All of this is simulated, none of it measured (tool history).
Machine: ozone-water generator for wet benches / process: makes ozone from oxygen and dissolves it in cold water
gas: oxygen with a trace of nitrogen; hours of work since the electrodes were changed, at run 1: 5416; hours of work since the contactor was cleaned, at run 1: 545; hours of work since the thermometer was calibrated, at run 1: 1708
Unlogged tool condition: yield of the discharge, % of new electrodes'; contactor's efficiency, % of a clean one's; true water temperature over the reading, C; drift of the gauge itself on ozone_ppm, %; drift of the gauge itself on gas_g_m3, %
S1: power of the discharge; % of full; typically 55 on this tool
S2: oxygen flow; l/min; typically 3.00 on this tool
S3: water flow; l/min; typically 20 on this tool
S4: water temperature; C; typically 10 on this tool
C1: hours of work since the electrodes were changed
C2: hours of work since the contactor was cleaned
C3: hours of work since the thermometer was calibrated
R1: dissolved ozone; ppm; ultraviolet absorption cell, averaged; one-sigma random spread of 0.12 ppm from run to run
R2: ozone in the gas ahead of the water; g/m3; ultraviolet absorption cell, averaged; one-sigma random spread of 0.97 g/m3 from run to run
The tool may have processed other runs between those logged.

{"run": 1, "day": 0.0, "S1": 55, "S2": 3.0, "S3": 20, "S4": 10, "C1": 5416, "C2": 545, "C3": 1708, "R1": 10.6, "R2": 167.2}
{"run": 2, "day": 4.108, "S1": 55, "S2": 3.0, "S3": 20, "S4": 10, "C1": 5481, "C2": 611, "C3": 1773, "R1": 10.6, "R2": 166.3}
{"run": 3, "day": 13.204, "S1": 55, "S2": 3.0, "S3": 20, "S4": 10, "C1": 5626, "C2": 756, "C3": 1919, "R1": 10.8, "R2": 166.5}
{"run": 4, "day": 20.162, "S1": 55, "S2": 1.77, "S3": 20, "S4": 10, "C1": 5737, "C2": 867, "C3": 2029, "R1": 8.7, "R2": 206.7}
{"run": 5, "day": 25.529, "S1": 55, "S2": 3.0, "S3": 20, "S4": 15, "C1": 5823, "C2": 952, "C3": 2115, "R1": 10.1, "R2": 165.5}
{"run": 6, "day": 31.062, "S1": 55, "S2": 3.0, "S3": 20, "S4": 15, "C1": 5911, "C2": 1040, "C3": 2203, "R1": 10.0, "R2": 164.8}
{"run": 7, "day": 39.0, "S1": 55, "S2": 3.0, "S3": 20, "S4": 15, "C1": 6038, "C2": 1167, "C3": 2330, "R1": 10.2, "R2": 166.1}
{"run": 8, "day": 43.538, "S1": 55, "S2": 3.0, "S3": 20, "S4": 15, "C1": 6110, "C2": 1239, "C3": 2402, "R1": 10.0, "R2": 165.2}
{"run": 9, "day": 50.492, "S1": 55, "S2": 3.0, "S3": 20, "S4": 10, "C1": 6221, "C2": 1350, "C3": 2513, "R1": 10.5, "R2": 165.1}
{"run": 10, "day": 58.396, "S1": 55, "S2": 3.0, "S3": 20, "S4": 10, "C1": 6347, "C2": 1476, "C3": 2639, "R1": 10.6, "R2": 163.1}
{"run": 11, "day": 62.738, "S1": 55, "S2": 3.0, "S3": 27, "S4": 10, "C1": 6416, "C2": 1546, "C3": 2708, "R1": 7.4, "R2": 163.8}
{"run": 12, "day": 71.629, "S1": 55, "S2": 3.0, "S3": 27, "S4": 10, "C1": 6558, "C2": 1687, "C3": 2850, "R1": 7.3, "R2": 164.9}
{"run": 13, "day": 78.292, "S1": 55, "S2": 3.0, "S3": 20, "S4": 10, "C1": 6664, "C2": 1794, "C3": 2957, "R1": 10.4, "R2": 166.6}
{"run": 14, "day": 85.775, "S1": 55, "S2": 3.0, "S3": 20, "S4": 10, "C1": 6784, "C2": 1913, "C3": 3076, "R1": 10.5, "R2": 164.2}
{"run": 15, "day": 90.575, "S1": 55, "S2": 3.0, "S3": 20, "S4": 10, "C1": 6860, "C2": 1989, "C3": 3152, "R1": 10.7, "R2": 163.7}
{"run": 16, "day": 97.396, "S1": 55, "S2": 3.0, "S3": 20, "S4": 6, "C1": 6969, "C2": 2098, "C3": 3261, "R1": 10.9, "R2": 164.3}
{"run": 17, "day": 104.771, "S1": 55, "S2": 3.0, "S3": 20, "S4": 6, "C1": 7087, "C2": 2216, "C3": 3379, "R1": 11.0, "R2": 162.0}
{"run": 18, "day": 109.829, "S1": 55, "S2": 1.86, "S3": 20, "S4": 10, "C1": 7167, "C2": 2297, "C3": 3459, "R1": 9.1, "R2": 198.2}
{"run": 19, "day": 114.754, "S1": 55, "S2": 2.55, "S3": 18, "S4": 5, "C1": 7246, "C2": 2375, "C3": 3538, "R1": 11.8, "R2": 174.0}
{"run": 20, "day": 121.542, "S1": 64, "S2": 4.08, "S3": 20, "S4": 6, "C1": 7354, "C2": 2483, "C3": 3646, "R1": 13.3, "R2": 155.8}
{"day": 126.358, "done": "gauge calibrated"}
{"run": 21, "day": 129.017, "S1": 64, "S2": 4.08, "S3": 20, "S4": 9, "C1": 7473, "C2": 2603, "C3": 3765, "R1": 12.8, "R2": 161.7}
{"run": 22, "day": 137.479, "S1": 42, "S2": 4.08, "S3": 20, "S4": 12, "C1": 7608, "C2": 2737, "C3": 3900, "R1": 9.8, "R2": 128.8}
{"run": 23, "day": 146.708, "S1": 49, "S2": 1.62, "S3": 14, "S4": 14, "C1": 7755, "C2": 2885, "C3": 4048, "R1": 11.9, "R2": 199.7}
{"run": 24, "day": 155.329, "S1": 49, "S2": 1.62, "S3": 14, "S4": 14, "C1": 7893, "C2": 3022, "C3": 4185, "R1": 11.9, "R2": 200.8}
{"run": 25, "day": 163.492, "S1": 61, "S2": 3.0, "S3": 20, "S4": 10, "C1": 8023, "C2": 3152, "C3": 4315, "R1": 11.5, "R2": 173.8}
{"run": 26, "day": 167.317, "S1": 66, "S2": 3.0, "S3": 15, "S4": 10, "C1": 8084, "C2": 3213, "C3": 4376, "R1": 16.4, "R2": 183.1}
{"run": 27, "day": 173.125, "S1": 71, "S2": 2.86, "S3": 18, "S4": 10, "C1": 8177, "C2": 3306, "C3": 4469, "R1": 13.7, "R2": 192.8}
{"run": 28, "day": 179.204, "S1": 71, "S2": 2.86, "S3": 18, "S4": 10, "C1": 8274, "C2": 3403, "C3": 4566, "R1": 13.3, "R2": 193.8}
{"run": 29, "day": 186.158, "S1": 55, "S2": 3.0, "S3": 20, "S4": 16, "C1": 8384, "C2": 3514, "C3": 4677, "R1": 10.1, "R2": 165.2}
{"run": 30, "day": 194.242, "S1": 55, "S2": 3.0, "S3": 20, "S4": 16, "C1": 8513, "C2": 3643, "C3": 4806, "R1": 10.2, "R2": 164.3}
{"run": 31, "day": 203.238, "S1": 55, "S2": 3.0, "S3": 20, "S4": 16, "C1": 8657, "C2": 3786, "C3": 4949, "R1": 10.0, "R2": 164.2}
{"run": 32, "day": 211.017, "S1": 90, "S2": 2.86, "S3": 20, "S4": 10, "C1": 8781, "C2": 3910, "C3": 5073, "R1": 13.4, "R2": 216.7}

What differs in the tool's unlogged condition from the final listed run ahead of each entry between runs to the first listed run following it?
Logged between run 20 and run 21: gauge calibrated (day 126.358)
  drift of the gauge itself on gas_g_m3, %: -2.82 -> -0.06
  measured less the result without the state, R2: -4.6 -> -0.2 g/m3

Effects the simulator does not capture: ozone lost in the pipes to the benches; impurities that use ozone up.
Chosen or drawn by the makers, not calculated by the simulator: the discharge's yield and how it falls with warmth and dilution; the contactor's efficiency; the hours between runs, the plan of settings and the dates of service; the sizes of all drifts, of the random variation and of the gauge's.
